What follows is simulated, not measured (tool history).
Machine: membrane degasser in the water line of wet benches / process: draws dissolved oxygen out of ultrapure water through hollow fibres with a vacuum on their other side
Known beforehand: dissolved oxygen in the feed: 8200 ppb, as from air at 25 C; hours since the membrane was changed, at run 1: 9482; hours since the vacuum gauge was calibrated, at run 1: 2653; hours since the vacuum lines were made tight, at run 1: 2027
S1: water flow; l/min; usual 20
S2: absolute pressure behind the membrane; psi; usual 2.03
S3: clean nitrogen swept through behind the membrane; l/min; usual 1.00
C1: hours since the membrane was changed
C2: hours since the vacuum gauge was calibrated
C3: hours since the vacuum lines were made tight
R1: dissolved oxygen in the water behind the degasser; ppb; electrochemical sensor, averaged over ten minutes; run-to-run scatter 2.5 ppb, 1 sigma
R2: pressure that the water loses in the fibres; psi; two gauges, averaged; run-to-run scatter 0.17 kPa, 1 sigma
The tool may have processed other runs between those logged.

run    hour  S1    S2    S3     C1    C2    C3      R1     R2
  1     0.0  20  2.03  1.00   9482  2653  2027   501.7  3.627
  2   180.8  17  2.03  1.00   9663  2834  2208   430.7  3.110
  3   376.9  17  2.03  1.00   9859  3030  2404   433.6  3.131
      578.1  -- vacuum gauge calibrated
  4   596.7  17  2.03  1.00  10078    19  2623   432.2  3.133
  5   843.3  20  2.03  1.00  10325   265  2870   499.4  3.683
  6  1068.6  25  2.03  1.00  10550   490  3095   610.4  4.585
  7  1310.6  25  2.03  1.00  10792   732  3337   618.2  4.631
  8  1440.1  20  2.03  1.00  10921   862  3466   507.5  3.653
  9  1618.5  13  1.36  0.65  11100  1040  3645   294.8  2.396
 10  1766.5  12  3.67  1.46  11248  1188  3793   439.1  2.242
 11  1906.8  17  3.67  0.43  11388  1329  3933  1531.6  3.131
 12  2050.6  18  1.74  1.67  11532  1473  4077   257.3  3.284
 13  2264.8  18  1.99  1.67  11746  1687  4291   300.6  3.339
 14  2462.0  18  2.93  2.43  11943  1884  4488   335.1  3.301
 15  2568.6  18  2.93  2.43  12050  1991  4595   334.6  3.295
 16  2758.7  18  2.93  2.43  12240  2181  4785   333.3  3.321

For some of the steps in R1 from one run to the next: how much would appear even if the tool had no hidden state, given the settings, what came in and random variation, and how much remains for the hidden state plus any gauge scatter that the measured result and the result without hidden state don't share?
The tool's hidden condition here consists of: membrane still open, %; true pressure behind the membrane over the reading, kPa; air that leaks in behind the membrane, l/min; drift of the gauge itself on oxygen_ppb, %; drift of the gauge itself on loss_of_pressure_kpa, %.
Run 11 -> 12: S1 17 -> 18, S2 3.67 -> 1.74, S3 0.43 -> 1.67. R1 -1274.3 ppb: hidden state -19.2, all else -1255.1.

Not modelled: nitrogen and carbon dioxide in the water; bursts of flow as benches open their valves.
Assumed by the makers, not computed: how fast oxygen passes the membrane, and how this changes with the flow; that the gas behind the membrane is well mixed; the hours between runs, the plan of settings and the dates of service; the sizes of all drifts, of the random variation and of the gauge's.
